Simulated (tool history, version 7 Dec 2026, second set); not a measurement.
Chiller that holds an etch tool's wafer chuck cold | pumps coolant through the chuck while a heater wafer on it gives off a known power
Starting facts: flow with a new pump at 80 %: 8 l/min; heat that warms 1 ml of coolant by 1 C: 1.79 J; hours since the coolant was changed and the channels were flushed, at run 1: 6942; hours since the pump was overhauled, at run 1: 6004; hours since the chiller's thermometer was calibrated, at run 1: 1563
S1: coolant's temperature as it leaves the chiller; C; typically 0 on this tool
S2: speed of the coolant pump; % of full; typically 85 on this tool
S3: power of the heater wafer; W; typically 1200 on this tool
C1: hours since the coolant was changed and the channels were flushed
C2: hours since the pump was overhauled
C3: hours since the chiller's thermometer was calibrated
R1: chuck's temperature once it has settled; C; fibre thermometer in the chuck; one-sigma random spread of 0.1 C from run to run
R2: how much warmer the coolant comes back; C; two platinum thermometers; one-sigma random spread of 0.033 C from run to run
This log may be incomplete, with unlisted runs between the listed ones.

run 1 hour=0.0 | S1=0 S2=85 S3=1200 | C1=6942 C2=6004 C3=1563 | R1=9.6 R2=5.28
run 2 hour=134.9 | S1=8 S2=85 S3=1200 | C1=7077 C2=6139 C3=1698 | R1=17.7 R2=5.29
run 3 hour=307.6 | S1=8 S2=85 S3=1200 | C1=7250 C2=6312 C3=1871 | R1=17.7 R2=5.35
run 4 hour=488.0 | S1=0 S2=85 S3=1200 | C1=7430 C2=6492 C3=2051 | R1=9.9 R2=5.34
run 5 hour=602.1 | S1=-4 S2=85 S3=1200 | C1=7544 C2=6606 C3=2165 | R1=5.8 R2=5.37
run 6 hour=733.7 | S1=0 S2=85 S3=1200 | C1=7676 C2=6738 C3=2297 | R1=9.8 R2=5.41
run 7 hour=885.8 | S1=0 S2=85 S3=1200 | C1=7828 C2=6890 C3=2449 | R1=9.8 R2=5.35
-- hour=903.4 chiller's thermometer calibrated
run 8 hour=1015.8 | S1=0 S2=85 S3=1200 | C1=7957 C2=7019 C3=112 | R1=10.0 R2=5.42
run 9 hour=1158.3 | S1=0 S2=85 S3=1200 | C1=8100 C2=7162 C3=255 | R1=10.0 R2=5.43
run 10 hour=1270.3 | S1=8 S2=85 S3=1200 | C1=8212 C2=7274 C3=367 | R1=18.3 R2=5.44
-- hour=1332.5 coolant changed, channels flushed
run 11 hour=1451.1 | S1=8 S2=85 S3=1649 | C1=119 C2=7448 C3=542 | R1=20.3 R2=7.50
run 12 hour=1623.5 | S1=2 S2=94 S3=1200 | C1=291 C2=7621 C3=714 | R1=10.1 R2=4.86

Estimate the outcome of run 13 from the log above:
run 13 hour=1766.6 | S1=7 S2=98 S3=1200 | C1=434 C2=7764 C3=857 | R1=? R2=?

R1: 15.1 C
R2: 4.67 C
Were there no unlogged condition in the tool, this run, its random variation unchanged, would have produced R1 14.4 C, R2 3.99 C.

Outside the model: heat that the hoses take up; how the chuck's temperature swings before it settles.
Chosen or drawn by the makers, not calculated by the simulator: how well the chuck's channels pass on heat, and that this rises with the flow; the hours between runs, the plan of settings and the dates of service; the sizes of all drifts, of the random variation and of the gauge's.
